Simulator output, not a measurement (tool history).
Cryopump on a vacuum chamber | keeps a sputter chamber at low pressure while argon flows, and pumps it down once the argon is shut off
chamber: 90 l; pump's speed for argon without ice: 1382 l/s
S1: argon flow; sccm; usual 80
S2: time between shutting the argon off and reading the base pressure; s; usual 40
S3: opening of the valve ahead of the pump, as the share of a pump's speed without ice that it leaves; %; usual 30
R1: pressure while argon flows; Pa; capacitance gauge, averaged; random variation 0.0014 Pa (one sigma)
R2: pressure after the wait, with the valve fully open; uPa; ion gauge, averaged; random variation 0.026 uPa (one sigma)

Run 1, hour 0: usual settings. Result: R1 0.333 Pa, R2 2.24 uPa.
Run 2, hour 13: usual settings. Result: R1 0.335 Pa, R2 2.41 uPa.
Run 3, hour 31.2: usual settings. Result: R1 0.3346 Pa, R2 2.47 uPa.
Run 4, hour 41.6: usual settings. Result: R1 0.3342 Pa, R2 2.3 uPa.
Run 5, hour 59.8: usual settings but S2 72 s. Result: R1 0.3335 Pa, R2 1.98 uPa.
Run 6, hour 84.5: usual settings but S2 72 s. Result: R1 0.3347 Pa, R2 2.04 uPa.
Run 7, hour 104.6: usual settings but S2 72 s. Result: R1 0.3349 Pa, R2 2.01 uPa.
Run 8, hour 116.6: usual settings but S2 72 s. Result: R1 0.3367 Pa, R2 2.14 uPa.
Run 9, hour 134.2: usual settings but S1 42 sccm, S2 72 s. Result: R1 0.1761 Pa, R2 2.02 uPa.
Run 10, hour 149.7: usual settings but S1 42 sccm, S2 72 s. Result: R1 0.1769 Pa, R2 2.1 uPa.
Run 11, hour 164.1: usual settings but S1 42 sccm, S2 72 s. Result: R1 0.1755 Pa, R2 2.08 uPa.
Run 12, hour 183.3: usual settings but S1 42 sccm, S2 72 s. Result: R1 0.1743 Pa, R2 2.15 uPa.
Run 13, hour 205.5: usual settings but S1 42 sccm, S2 72 s. Result: R1 0.1774 Pa, R2 2.17 uPa.
Run 14, hour 223.1: usual settings but S1 42 sccm, S2 72 s. Result: R1 0.1772 Pa, R2 2.19 uPa.
Run 15, hour 233.3: usual settings but S1 49 sccm, S2 27 s, S3 18 %. Result: R1 0.3413 Pa, R2 3.04 uPa.
Run 16, hour 254.4: usual settings but S1 34 sccm, S2 31 s, S3 22 %. Result: R1 0.1939 Pa, R2 2.92 uPa.
Run 17, hour 272.1: usual settings but S1 143 sccm, S3 57 %. Result: R1 0.3281 Pa, R2 2.66 uPa.
Run 18, hour 289: usual settings but S1 62 sccm, S2 128 s, S3 18 %. Result: R1 0.4313 Pa, R2 2.06 uPa.
Run 19, hour 303.4: usual settings but S1 62 sccm, S2 128 s, S3 18 %. Result: R1 0.4319 Pa, R2 2.07 uPa.
Run 20, hour 318.9: usual settings but S1 145 sccm, S2 33 s. Result: R1 0.6141 Pa, R2 2.93 uPa.
Run 21, hour 333.4: usual settings but S1 63 sccm, S2 56 s, S3 51 %. Result: R1 0.1619 Pa, R2 2.39 uPa.
Run 22, hour 350.9: usual settings but S1 39 sccm, S2 60 s, S3 29 %. Result: R1 0.1715 Pa, R2 2.51 uPa.
Run 23, hour 371.1: usual settings but S1 55 sccm, S2 60 s. Result: R1 0.2324 Pa, R2 2.46 uPa.

3 ways to go on from here, each from the tool as it stands after run 23. What would each give?
Run A, hour 391.2: usual settings but S1 55 sccm, S2 79 s, S3 39 %. Result: R1 ?, R2 ?.
Run B, hour 391.2: usual settings but S1 51 sccm, S2 54 s. Result: R1 ?, R2 ?.
Run C, hour 391.2: usual settings but S2 57 s, S3 54 %. Result: R1 ?, R2 ?.

run      R1    R2
  A  0.1815  2.34
  B  0.2168  2.58
  C  0.1928   2.6
Without the tool's hidden state the same runs would have given:
run      R1    R2
  A  0.1719  0.65
  B  0.2079  0.89
  C  0.1788  0.88
